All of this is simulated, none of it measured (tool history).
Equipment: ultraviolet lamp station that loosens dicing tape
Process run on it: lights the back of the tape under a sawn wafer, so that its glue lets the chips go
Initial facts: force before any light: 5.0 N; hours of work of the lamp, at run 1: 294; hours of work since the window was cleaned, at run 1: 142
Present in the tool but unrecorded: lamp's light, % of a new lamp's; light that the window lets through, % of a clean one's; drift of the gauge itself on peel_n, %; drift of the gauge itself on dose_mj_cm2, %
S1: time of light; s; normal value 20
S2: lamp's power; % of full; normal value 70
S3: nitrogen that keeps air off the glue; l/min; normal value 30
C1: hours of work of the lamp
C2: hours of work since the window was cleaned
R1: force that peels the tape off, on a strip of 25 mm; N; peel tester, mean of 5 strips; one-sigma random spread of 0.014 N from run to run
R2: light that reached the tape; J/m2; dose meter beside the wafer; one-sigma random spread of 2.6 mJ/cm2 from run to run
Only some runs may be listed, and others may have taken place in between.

Run 1, hour 0: usual settings; C1 294; C2 142. Result: R1 0.672 N, R2 3400 J/m2.
Run 2, hour 62.1: usual settings; C1 342; C2 190. Result: R1 0.68 N, R2 3380 J/m2.
Run 3, hour 101.7: usual settings but S1 11 s; C1 373; C2 221. Result: R1 1.599 N, R2 1890 J/m2.
Run 4, hour 162.5: usual settings but S2 83 % of full; C1 421; C2 269. Result: R1 0.502 N, R2 4020 J/m2.
Run 5, hour 190.3: usual settings but S2 87 % of full; C1 442; C2 291. Result: R1 0.434 N, R2 4230 J/m2.
Run 6, hour 242.1: usual settings but S2 87 % of full; C1 483; C2 331. Result: R1 0.44 N, R2 4210 J/m2.
Run 7, hour 272: usual settings but S2 88 % of full; C1 506; C2 354. Result: R1 0.428 N, R2 4280 J/m2.
Run 8, hour 318: usual settings but S2 88 % of full; C1 542; C2 390. Result: R1 0.427 N, R2 4280 J/m2.
At hour 344.3: window cleaned of glue's vapour.
Run 9, hour 379: usual settings but S2 88 % of full; C1 589; C2 27. Result: R1 0.428 N, R2 4300 J/m2.
Run 10, hour 409.9: usual settings but S1 13 s, S2 62 % of full, S3 11 l/min; C1 614; C2 51. Result: R1 2.129 N, R2 1990 J/m2.
At hour 470.6: lamp changed.
Run 11, hour 473.4: usual settings but S1 13 s, S2 62 % of full, S3 11 l/min; C1 2; C2 100. Result: R1 2.199 N, R2 1980 J/m2.
Run 12, hour 524.4: usual settings but S1 13 s, S2 62 % of full, S3 11 l/min; C1 42; C2 140. Result: R1 2.143 N, R2 1980 J/m2.
Run 13, hour 558.4: usual settings but S1 34 s, S2 66 % of full, S3 14 l/min; C1 69; C2 167. Result: R1 0.467 N, R2 5440 J/m2.
Run 14, hour 595.2: usual settings but S1 34 s, S2 66 % of full, S3 14 l/min; C1 97; C2 195. Result: R1 0.452 N, R2 5450 J/m2.
Run 15, hour 657.6: usual settings but S1 34 s, S2 66 % of full, S3 14 l/min; C1 146; C2 244. Result: R1 0.458 N, R2 5470 J/m2.
Run 16, hour 690.7: usual settings but S1 12 s, S3 12 l/min; C1 172; C2 270. Result: R1 2.068 N, R2 2040 J/m2.
Run 17, hour 718.9: usual settings but S1 25 s, S3 14 l/min; C1 194; C2 292. Result: R1 0.74 N, R2 4320 J/m2.

4 options for the next run, each taken on its own from the tool as it stands now. Forecast them:
Run A, hour 783.1: usual settings but S1 37 s, S2 93 % of full, S3 14 l/min; C1 244; C2 342. Result: R1 ?, R2 ?.
Run B, hour 783.1: usual settings but S1 25 s, S2 83 % of full, S3 14 l/min; C1 244; C2 342. Result: R1 ?, R2 ?.
Run C, hour 783.1: usual settings but S1 19 s, S2 83 % of full, S3 14 l/min; C1 244; C2 342. Result: R1 ?, R2 ?.
Run D, hour 783.1: usual settings but S1 29 s, S2 86 % of full, S3 21 l/min; C1 244; C2 342. Result: R1 ?, R2 ?.

run     R1    R2
  A  0.207  8390
  B  0.554  5040
  C  0.856  3880
  D  0.276  6120
With no hidden state in the tool, these same runs would have given:
run     R1    R2
  A  0.207  8410
  B  0.552  5040
  C  0.853  3880
  D  0.275  6130

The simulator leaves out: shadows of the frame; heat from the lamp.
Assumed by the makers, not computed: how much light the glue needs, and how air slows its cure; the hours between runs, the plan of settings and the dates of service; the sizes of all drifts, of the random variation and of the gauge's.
